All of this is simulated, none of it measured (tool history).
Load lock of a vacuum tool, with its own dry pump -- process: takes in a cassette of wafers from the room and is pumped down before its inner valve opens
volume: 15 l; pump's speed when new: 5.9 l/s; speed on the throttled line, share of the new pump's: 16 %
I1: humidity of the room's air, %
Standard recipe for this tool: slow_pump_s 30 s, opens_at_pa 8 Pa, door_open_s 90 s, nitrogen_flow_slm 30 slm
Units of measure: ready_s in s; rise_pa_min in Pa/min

run 1 hour=0 | slow_pump_s=30 opens_at_pa=8 door_open_s=90 nitrogen_flow_slm=30 | I1=43.5 | ready_s=52.6 rise_pa_min=0.108
run 2 hour=122.3 | slow_pump_s=30 opens_at_pa=8 door_open_s=90 nitrogen_flow_slm=30 | I1=43.4 | ready_s=52 rise_pa_min=0.113
run 3 hour=412 | slow_pump_s=30 opens_at_pa=8 door_open_s=90 nitrogen_flow_slm=30 | I1=45.4 | ready_s=53.2 rise_pa_min=0.116
run 4 hour=640.1 | slow_pump_s=30 opens_at_pa=8 door_open_s=90 nitrogen_flow_slm=30 | I1=44.8 | ready_s=53.5 rise_pa_min=0.12
run 5 hour=939.2 | slow_pump_s=30 opens_at_pa=8 door_open_s=90 nitrogen_flow_slm=30 | I1=44.7 | ready_s=52.7 rise_pa_min=0.118
run 6 hour=1132.6 | slow_pump_s=26 opens_at_pa=8 door_open_s=90 nitrogen_flow_slm=30 | I1=41.8 | ready_s=49.9 rise_pa_min=0.118
run 7 hour=1316.8 | slow_pump_s=30 opens_at_pa=8 door_open_s=90 nitrogen_flow_slm=4 | I1=42.1 | ready_s=53.1 rise_pa_min=0.156
run 8 hour=1567.6 | slow_pump_s=30 opens_at_pa=8 door_open_s=90 nitrogen_flow_slm=30 | I1=46.2 | ready_s=52.4 rise_pa_min=0.132
run 9 hour=1713.4 | slow_pump_s=30 opens_at_pa=6 door_open_s=90 nitrogen_flow_slm=30 | I1=44.8 | ready_s=53.7 rise_pa_min=0.128
run 10 hour=1891.1 | slow_pump_s=30 opens_at_pa=6 door_open_s=90 nitrogen_flow_slm=30 | I1=45.9 | ready_s=54.7 rise_pa_min=0.135
run 11 hour=2070.5 | slow_pump_s=30 opens_at_pa=6 door_open_s=90 nitrogen_flow_slm=30 | I1=45.1 | ready_s=53.7 rise_pa_min=0.13
run 12 hour=2260.9 | slow_pump_s=30 opens_at_pa=9 door_open_s=93 nitrogen_flow_slm=30 | I1=41.6 | ready_s=53.3 rise_pa_min=0.129
run 13 hour=2555.4 | slow_pump_s=29 opens_at_pa=8 door_open_s=90 nitrogen_flow_slm=30 | I1=45.1 | ready_s=53.1 rise_pa_min=0.135
run 14 hour=2823.9 | slow_pump_s=29 opens_at_pa=8 door_open_s=90 nitrogen_flow_slm=30 | I1=44.3 | ready_s=53 rise_pa_min=0.135
run 15 hour=3095.1 | slow_pump_s=30 opens_at_pa=7 door_open_s=90 nitrogen_flow_slm=6 | I1=43 | ready_s=54.1 rise_pa_min=0.172
run 16 hour=3363.4 | slow_pump_s=42 opens_at_pa=6 door_open_s=71 nitrogen_flow_slm=40 | I1=47.2 | ready_s=64.9 rise_pa_min=0.129
run 17 hour=3584.6 | slow_pump_s=42 opens_at_pa=6 door_open_s=71 nitrogen_flow_slm=40 | I1=44 | ready_s=64.2 rise_pa_min=0.131
run 18 hour=3754.3 | slow_pump_s=42 opens_at_pa=6 door_open_s=71 nitrogen_flow_slm=40 | I1=47.1 | ready_s=65 rise_pa_min=0.14
run 19 hour=4001.8 | slow_pump_s=30 opens_at_pa=11 door_open_s=32 nitrogen_flow_slm=30 | I1=44.7 | ready_s=52.4 rise_pa_min=0.123

Predict the results of run 20:
run 20 hour=4204.2 | slow_pump_s=51 opens_at_pa=8 door_open_s=90 nitrogen_flow_slm=30 | I1=44.5 | ready_s=? rise_pa_min=?

{"run 20": {"ready_s": 71.5, "rise_pa_min": 0.159}}
With the hidden condition absent and the run-to-run variation left alone, this run would have shown ready_s 67.5 s, rise_pa_min 0.066 Pa/min.

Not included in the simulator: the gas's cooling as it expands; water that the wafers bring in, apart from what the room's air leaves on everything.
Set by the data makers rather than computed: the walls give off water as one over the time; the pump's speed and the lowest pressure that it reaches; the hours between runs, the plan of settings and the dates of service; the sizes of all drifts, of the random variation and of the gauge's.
